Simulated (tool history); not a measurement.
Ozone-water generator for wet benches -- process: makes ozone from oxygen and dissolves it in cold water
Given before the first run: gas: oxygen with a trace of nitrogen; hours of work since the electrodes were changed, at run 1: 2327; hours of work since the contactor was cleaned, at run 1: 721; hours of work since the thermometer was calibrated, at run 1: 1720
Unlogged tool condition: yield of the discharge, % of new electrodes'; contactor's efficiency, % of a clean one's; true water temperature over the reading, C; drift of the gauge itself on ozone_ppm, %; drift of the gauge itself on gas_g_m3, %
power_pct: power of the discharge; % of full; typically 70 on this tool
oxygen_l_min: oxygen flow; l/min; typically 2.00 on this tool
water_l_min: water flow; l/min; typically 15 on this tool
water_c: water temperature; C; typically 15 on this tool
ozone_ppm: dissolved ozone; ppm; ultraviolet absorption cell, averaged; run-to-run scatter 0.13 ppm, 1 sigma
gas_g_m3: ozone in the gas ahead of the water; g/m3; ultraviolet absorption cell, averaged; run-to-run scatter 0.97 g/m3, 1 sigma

run	hour	power_pct	oxygen_l_min	water_l_min	water_c	hours of work since the electrodes were changed	hours of work since the contactor was cleaned	hours of work since the thermometer was calibrated	ozone_ppm	gas_g_m3
1	0.0	70	2.00	15	15	2327	721	1720	13.6	167.1
2	51.7	70	2.00	15	15	2376	770	1770	13.7	167.8
3	151.7	70	2.00	15	15	2473	867	1866	13.3	167.0
4	263.3	70	2.00	15	15	2581	975	1974	13.6	167.6
5	332.9	70	2.00	15	15	2648	1042	2041	13.7	166.2
6	441.9	70	2.00	15	15	2753	1147	2147	13.3	167.7
7	504.3	70	2.00	23	15	2813	1207	2207	8.6	166.8
8	611.3	70	2.00	23	15	2917	1311	2310	8.5	168.4
9	659.6	70	2.00	23	15	2963	1357	2357	8.6	165.6
10	758.1	70	2.86	23	15	3058	1452	2452	9.0	135.1
11	849.1	67	1.03	12	15	3146	1540	2540	14.4	237.0
12	941.4	72	1.88	10	19	3235	1629	2629	18.8	176.8
# hour 1014.1: water thermometer calibrated
13	1028.3	70	2.00	15	10	3318	1712	14	14.0	167.4
14	1075.5	54	1.36	22	20	3364	1758	59	6.4	169.3

For each entry between runs, how does the tool's hidden state at the last listed run before it compare with that at the first listed run after it?
In the gap between runs 12 and 13: water thermometer calibrated (hour 1014.1)
  no difference in the tool's unlogged condition between these two runs

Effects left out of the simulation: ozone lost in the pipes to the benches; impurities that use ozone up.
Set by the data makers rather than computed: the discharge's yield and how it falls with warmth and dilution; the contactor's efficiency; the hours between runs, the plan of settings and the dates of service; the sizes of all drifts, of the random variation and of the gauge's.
